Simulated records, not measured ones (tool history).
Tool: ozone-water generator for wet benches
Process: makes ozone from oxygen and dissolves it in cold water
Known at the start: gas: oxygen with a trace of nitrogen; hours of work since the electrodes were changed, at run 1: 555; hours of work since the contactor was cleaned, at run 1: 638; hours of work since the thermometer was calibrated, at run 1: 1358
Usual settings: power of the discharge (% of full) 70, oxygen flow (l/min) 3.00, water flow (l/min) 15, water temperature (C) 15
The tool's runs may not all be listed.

run	hour	power of the discharge (% of full)	oxygen flow (l/min)	water flow (l/min)	water temperature (C)	hours of work since the electrodes were changed	hours of work since the contactor was cleaned	hours of work since the thermometer was calibrated	dissolved ozone (ppm)	ozone in the gas ahead of the water (g/m3)
1	0.0	70	3.00	15	15	555	638	1358	21.7	204.6
2	14.0	70	3.00	15	14	569	651	1371	21.9	204.4
3	33.9	70	3.00	15	14	587	670	1390	21.9	203.9
4	64.4	70	3.00	15	15	616	698	1419	21.3	201.9
5	84.2	70	3.00	14	15	635	717	1437	22.7	203.6
6	98.1	70	3.00	14	15	648	730	1451	23.0	202.4
7	128.9	70	3.00	14	15	677	759	1480	22.7	202.8
8	150.6	70	3.00	15	14	698	780	1500	21.7	202.2
9	169.3	70	3.00	15	14	715	797	1518	21.7	203.0
10	195.9	70	3.00	15	14	740	823	1543	21.8	203.8
11	208.8	86	3.47	21	15	753	835	1555	18.8	208.2
12	227.3	86	3.47	20	17	770	852	1573	19.1	211.6
13	240.1	98	5.35	22	20	782	864	1585	17.8	168.5
14	270.3	68	3.00	24	15	811	893	1613	14.1	198.7
15	289.8	70	1.75	16	15	829	911	1632	20.4	294.2
16	316.6	92	2.69	15	15	854	936	1657	26.1	263.5
17	337.7	92	2.69	15	15	874	956	1677	26.1	258.9
18	367.4	69	3.00	15	21	902	984	1705	20.0	202.2
19	395.5	70	3.00	24	17	929	1011	1731	14.2	203.3

Forecast each of these 3 alternatives for the next run:
A	425.3	54	3.00	10	15	957	1039	1759	?	?
B	425.3	40	2.69	24	17	957	1039	1759	?	?
C	425.3	70	4.59	24	17	957	1039	1759	?	?

run	dissolved ozone (ppm)	ozone in the gas ahead of the water (g/m3)
A	24.4	169.8
B	9.6	149.3
C	13.8	151.4
Without the tool's hidden state the same runs would have given:
run	dissolved ozone (ppm)	ozone in the gas ahead of the water (g/m3)
A	24.4	169.9
B	9.6	149.4
C	13.8	151.5
